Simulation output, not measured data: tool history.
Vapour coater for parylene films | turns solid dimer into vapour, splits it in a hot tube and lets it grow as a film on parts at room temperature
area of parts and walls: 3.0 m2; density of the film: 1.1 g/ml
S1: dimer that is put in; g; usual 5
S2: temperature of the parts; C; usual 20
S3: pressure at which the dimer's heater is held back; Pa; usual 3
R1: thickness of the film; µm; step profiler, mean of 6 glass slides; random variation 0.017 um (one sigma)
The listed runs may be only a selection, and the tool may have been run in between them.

{"run": 1, "hour": 0.0, "S1": 5, "S2": 20, "S3": 3, "R1": 1.04}
{"run": 2, "hour": 33.1, "S1": 5, "S2": 20, "S3": 2.57, "R1": 1.06}
{"run": 3, "hour": 55.3, "S1": 5, "S2": 20, "S3": 2.57, "R1": 1.09}
{"run": 4, "hour": 79.4, "S1": 5, "S2": 20, "S3": 2.57, "R1": 1.05}
{"run": 5, "hour": 107.5, "S1": 5, "S2": 20, "S3": 2.57, "R1": 1.01}
{"run": 6, "hour": 144.0, "S1": 5, "S2": 20, "S3": 2.57, "R1": 1.05}
{"run": 7, "hour": 189.2, "S1": 5, "S2": 20, "S3": 2.57, "R1": 1.01}
{"run": 8, "hour": 234.7, "S1": 5, "S2": 20, "S3": 2.57, "R1": 1.13}
{"run": 9, "hour": 281.2, "S1": 5, "S2": 20, "S3": 2.57, "R1": 1.11}
{"run": 10, "hour": 309.7, "S1": 5, "S2": 20, "S3": 3.43, "R1": 1.03}
{"run": 11, "hour": 339.1, "S1": 5, "S2": 20, "S3": 3.43, "R1": 1.06}
{"run": 12, "hour": 381.6, "S1": 5, "S2": 20, "S3": 3.43, "R1": 1.06}
{"run": 13, "hour": 428.2, "S1": 5, "S2": 20, "S3": 3.43, "R1": 1.01}
{"run": 14, "hour": 458.7, "S1": 5, "S2": 20, "S3": 3.43, "R1": 1}
{"run": 15, "hour": 496.5, "S1": 5, "S2": 21, "S3": 10.23, "R1": 0.77}
{"run": 16, "hour": 520.8, "S1": 4, "S2": 20, "S3": 3, "R1": 0.78}
{"run": 17, "hour": 571.1, "S1": 4, "S2": 20, "S3": 3, "R1": 0.8}
{"run": 18, "hour": 622.3, "S1": 4, "S2": 21, "S3": 4.8, "R1": 0.72}
{"run": 19, "hour": 650.6, "S1": 4, "S2": 20, "S3": 10.54, "R1": 0.67}
{"run": 20, "hour": 691.0, "S1": 4, "S2": 20, "S3": 10.54, "R1": 0.69}
{"run": 21, "hour": 730.7, "S1": 5, "S2": 24, "S3": 4.95, "R1": 0.87}
{"run": 22, "hour": 766.9, "S1": 5, "S2": 31, "S3": 2.49, "R1": 0.79}
{"run": 23, "hour": 797.0, "S1": 9, "S2": 20, "S3": 4.83, "R1": 1.7}
{"run": 24, "hour": 840.6, "S1": 3, "S2": 20, "S3": 4.83, "R1": 0.57}
{"run": 25, "hour": 862.7, "S1": 6, "S2": 13, "S3": 3.43, "R1": 1.49}
{"run": 26, "hour": 912.3, "S1": 5, "S2": 12, "S3": 9.7, "R1": 1.03}

Removed from this log: 2 entries logged between the listed runs. Between which two listed runs does each belong, and how does the tool's hidden state at the listed run before it compare with that at the listed run after it?
Run 7 -> run 8: trap's valve overhauled (hour 208.4)
  vapour lost through the trap's worn valve, %: 10.9 -> 0.9; true temperature of the parts over the reading, C: 0.35 -> 0.38
  measured minus no-state result, R1: -0.14 -> -0.03 µm
Run 18 -> run 19: trap's valve overhauled (hour 639.9)
  vapour lost through the trap's worn valve, %: 11.7 -> 0.5; true temperature of the parts over the reading, C: 0.75 -> 0.77
  measured minus no-state result, R1: -0.11 -> -0.02 µm
